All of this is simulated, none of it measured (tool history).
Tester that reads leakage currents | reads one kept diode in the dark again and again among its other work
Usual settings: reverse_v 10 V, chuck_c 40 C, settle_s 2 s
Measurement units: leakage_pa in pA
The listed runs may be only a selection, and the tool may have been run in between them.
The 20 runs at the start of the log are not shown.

{"run": 21, "hour": 3712.9, "reverse_v": 10, "chuck_c": 40, "settle_s": 2, "leakage_pa": 638.93}
{"run": 22, "hour": 3975.0, "reverse_v": 17.5, "chuck_c": 29, "settle_s": 1.48, "leakage_pa": 353.28}
{"run": 23, "hour": 4196.6, "reverse_v": 17.5, "chuck_c": 29, "settle_s": 1.48, "leakage_pa": 349.17}
{"hour": 4359.3, "done": "chuck's temperature calibrated"}
{"run": 24, "hour": 4425.2, "reverse_v": 17.5, "chuck_c": 29, "settle_s": 1.48, "leakage_pa": 352.15}
{"run": 25, "hour": 4582.9, "reverse_v": 8.5, "chuck_c": 29, "settle_s": 2.12, "leakage_pa": 273.19}
{"run": 26, "hour": 4708.8, "reverse_v": 10, "chuck_c": 55, "settle_s": 7.68, "leakage_pa": 1742.95}
{"run": 27, "hour": 4860.3, "reverse_v": 5.5, "chuck_c": 55, "settle_s": 0.39, "leakage_pa": 1414.52}
{"run": 28, "hour": 5105.1, "reverse_v": 5.5, "chuck_c": 55, "settle_s": 0.39, "leakage_pa": 1424.3}
{"run": 29, "hour": 5219.1, "reverse_v": 10, "chuck_c": 23, "settle_s": 9.03, "leakage_pa": 182.21}
{"run": 30, "hour": 5408.3, "reverse_v": 10, "chuck_c": 31, "settle_s": 7.12, "leakage_pa": 333.94}
{"run": 31, "hour": 5621.0, "reverse_v": 10, "chuck_c": 27, "settle_s": 7.12, "leakage_pa": 247.72}
{"run": 32, "hour": 5776.1, "reverse_v": 10, "chuck_c": 27, "settle_s": 7.01, "leakage_pa": 248.05}
{"hour": 5929.9, "done": "chuck's temperature calibrated"}
{"run": 33, "hour": 5996.9, "reverse_v": 5.5, "chuck_c": 27, "settle_s": 7.01, "leakage_pa": 201.84}
{"run": 34, "hour": 6131.5, "reverse_v": 1.1, "chuck_c": 40, "settle_s": 2, "leakage_pa": 298.51}
{"run": 35, "hour": 6325.6, "reverse_v": 1.1, "chuck_c": 40, "settle_s": 2, "leakage_pa": 299.03}
{"run": 36, "hour": 6566.4, "reverse_v": 1.3, "chuck_c": 49, "settle_s": 0.85, "leakage_pa": 584.68}
{"hour": 6777.6, "done": "probe card cleaned and baked"}
{"run": 37, "hour": 6779.0, "reverse_v": 2.1, "chuck_c": 60, "settle_s": 0.85, "leakage_pa": 1384.75}
{"hour": 6833.2, "done": "tester calibrated"}
{"run": 38, "hour": 6929.1, "reverse_v": 2.1, "chuck_c": 60, "settle_s": 0.85, "leakage_pa": 1387.25}
{"run": 39, "hour": 7052.1, "reverse_v": 9.7, "chuck_c": 40, "settle_s": 9.96, "leakage_pa": 632.07}

Here are 3 independent what-if runs from the current tool condition. What would each one return?
{"run": "A", "hour": 7311.2, "reverse_v": 5.9, "chuck_c": 56, "settle_s": 0.72, "leakage_pa": "?"}
{"run": "B", "hour": 7311.2, "reverse_v": 9.7, "chuck_c": 40, "settle_s": 6.7, "leakage_pa": "?"}
{"run": "C", "hour": 7311.2, "reverse_v": 10, "chuck_c": 33, "settle_s": 2, "leakage_pa": "?"}

run=A leakage_pa=1551.4
run=B leakage_pa=629.94
run=C leakage_pa=388.02
With no hidden state in the tool, these same runs would have given:
run=A leakage_pa=1554.87
run=B leakage_pa=631.47
run=C leakage_pa=388.99
